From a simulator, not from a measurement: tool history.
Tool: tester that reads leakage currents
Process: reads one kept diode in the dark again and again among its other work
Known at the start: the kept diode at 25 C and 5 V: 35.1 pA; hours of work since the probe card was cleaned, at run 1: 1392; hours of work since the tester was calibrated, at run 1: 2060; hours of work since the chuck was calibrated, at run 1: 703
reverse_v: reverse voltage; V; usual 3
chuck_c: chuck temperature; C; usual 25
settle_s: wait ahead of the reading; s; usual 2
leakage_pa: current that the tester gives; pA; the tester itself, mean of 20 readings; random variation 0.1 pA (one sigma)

| run | day | reverse_v | chuck_c | settle_s | hours of work since the probe card was cleaned | hours of work since the tester was calibrated | hours of work since the chuck was calibrated | leakage_pa |
|---|---|---|---|---|---|---|---|---|
| 1 | 0 | 3 | 25 | 2 | 1392 | 2060 | 703 | 35 |
| 2 | 1.604 | 3 | 25 | 2 | 1415 | 2083 | 726 | 35.27 |
| 3 | 4.008 | 2.78 | 25 | 2 | 1450 | 2118 | 761 | 34.14 |
| 4 | 6.158 | 2.64 | 25 | 2 | 1480 | 2149 | 791 | 33.8 |
| 5 | 8.85 | 2.64 | 25 | 2 | 1519 | 2187 | 830 | 33.81 |
| 6 | 10.138 | 2.64 | 25 | 2 | 1537 | 2206 | 848 | 33.94 |
| 7 | 13.158 | 2.64 | 25 | 2 | 1581 | 2249 | 892 | 34.29 |
| 8 | 15.579 | 3 | 25 | 2 | 1615 | 2283 | 926 | 36.39 |
| 9 | 18.662 | 19.74 | 25 | 2 | 1659 | 2328 | 970 | 90.94 |
| 10 | 20.729 | 3 | 52 | 2 | 1689 | 2357 | 1000 | 330.71 |
|  | 21.879 | tester calibrated |
| 11 | 23.371 | 3 | 40 | 2 | 1726 | 21 | 1037 | 129.9 |
| 12 | 25.938 | 2.74 | 40 | 2 | 1762 | 58 | 1073 | 126.67 |
|  | 26.433 | tester calibrated, once more |
| 13 | 27.483 | 2.74 | 40 | 2 | 1783 | 15 | 1094 | 122.67 |
| 14 | 30.008 | 2.74 | 40 | 2 | 1819 | 51 | 1130 | 122.64 |
| 15 | 33.088 | 2.74 | 40 | 2 | 1863 | 95 | 1174 | 123.93 |
| 16 | 34.404 | 2.74 | 40 | 2 | 1882 | 114 | 1193 | 125.22 |
| 17 | 35.95 | 2.74 | 40 | 2 | 1904 | 136 | 1215 | 124.9 |
| 18 | 38.121 | 2.74 | 40 | 2 | 1936 | 167 | 1246 | 124.86 |
| 19 | 40.742 | 13.54 | 40 | 1.82 | 1973 | 205 | 1284 | 243.82 |
| 20 | 43.1 | 1.08 | 40 | 1.82 | 2007 | 239 | 1318 | 86.79 |
| 21 | 45.312 | 1.08 | 40 | 1.82 | 2038 | 270 | 1349 | 86.97 |
| 22 | 46.8 | 1.08 | 40 | 1.82 | 2060 | 292 | 1371 | 87.08 |
| 23 | 49.738 | 1.08 | 31 | 1.82 | 2102 | 334 | 1413 | 41.52 |
| 24 | 52.833 | 1.08 | 31 | 1.82 | 2146 | 378 | 1457 | 41.67 |
| 25 | 54.917 | 1.08 | 31 | 1.82 | 2176 | 408 | 1487 | 41.68 |

Forecast run 26:
| 26 | 57.154 | 7.02 | 49 | 9.45 | 2208 | 440 | 1519 | ? |

Run 26 gave leakage_pa 386.11 pA.
Without the tool's hidden state the same run would have given leakage_pa 317.16 pA.

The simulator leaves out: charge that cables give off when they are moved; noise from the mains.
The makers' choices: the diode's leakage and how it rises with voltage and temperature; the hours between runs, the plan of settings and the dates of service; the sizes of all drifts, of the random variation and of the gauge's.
